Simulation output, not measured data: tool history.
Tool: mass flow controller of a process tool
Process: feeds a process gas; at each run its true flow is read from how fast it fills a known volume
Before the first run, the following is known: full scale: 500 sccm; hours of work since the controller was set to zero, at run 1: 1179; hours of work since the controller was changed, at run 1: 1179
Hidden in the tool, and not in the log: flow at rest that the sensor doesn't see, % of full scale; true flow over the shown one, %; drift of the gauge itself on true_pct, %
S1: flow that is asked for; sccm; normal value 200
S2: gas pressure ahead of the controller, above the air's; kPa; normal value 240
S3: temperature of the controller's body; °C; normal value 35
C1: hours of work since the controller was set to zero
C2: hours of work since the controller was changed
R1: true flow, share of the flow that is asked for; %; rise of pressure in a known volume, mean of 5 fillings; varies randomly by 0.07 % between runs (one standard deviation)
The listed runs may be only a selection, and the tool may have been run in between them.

run,hour,S1,S2,S3,C1,C2,R1
1,0,200,240,35,1179,1179,97.95
2,68.2,82,240,35,1216,1216,97.24
3,142.3,200,240,35,1256,1256,98.05
4,221.7,200,240,35,1300,1300,98.19
5,322.2,200,240,35,1354,1354,98.27
6,411.6,200,240,35,1402,1402,98.28
7,492.3,200,240,35,1446,1446,98.33
8,585.8,200,240,24,1497,1497,98.7
9,641.8,200,240,35,1527,1527,98.37
10,740,101,240,35,1581,1581,97.86
11,827.1,52,240,35,1628,1628,97.63
12,895.5,200,240,29,1665,1665,98.75
13,975.1,200,240,29,1708,1708,98.87
14,1031.8,200,240,29,1739,1739,98.84
15,1089.5,200,240,29,1770,1770,98.87
16,1190.4,143,240,35,1825,1825,98.47
17,1291.7,200,162,35,1880,1880,98.63
18,1393.1,200,214,32,1935,1935,98.98
19,1474.5,200,214,40,1979,1979,98.73
20,1525.6,200,165,35,2007,2007,98.8
21,1615,91,165,30,2055,2055,98.42
22,1691.7,53,273,23,2097,2097,98.56
23,1792.7,72,170,25,2152,2152,98.48
24,1859.9,52,165,23,2188,2188,98.52

Alternative continuations, all from the tool just after run 24; predict every row:
A,1958.7,439,194,23,2242,2242,?
B,1958.7,373,165,23,2242,2242,?
C,1958.7,427,240,29,2242,2242,?

run,R1
A,100.81
B,100.37
C,100.75
Had the tool no hidden state, the same runs would have come out as:
run,R1
A,99.6
B,99.17
C,99.54
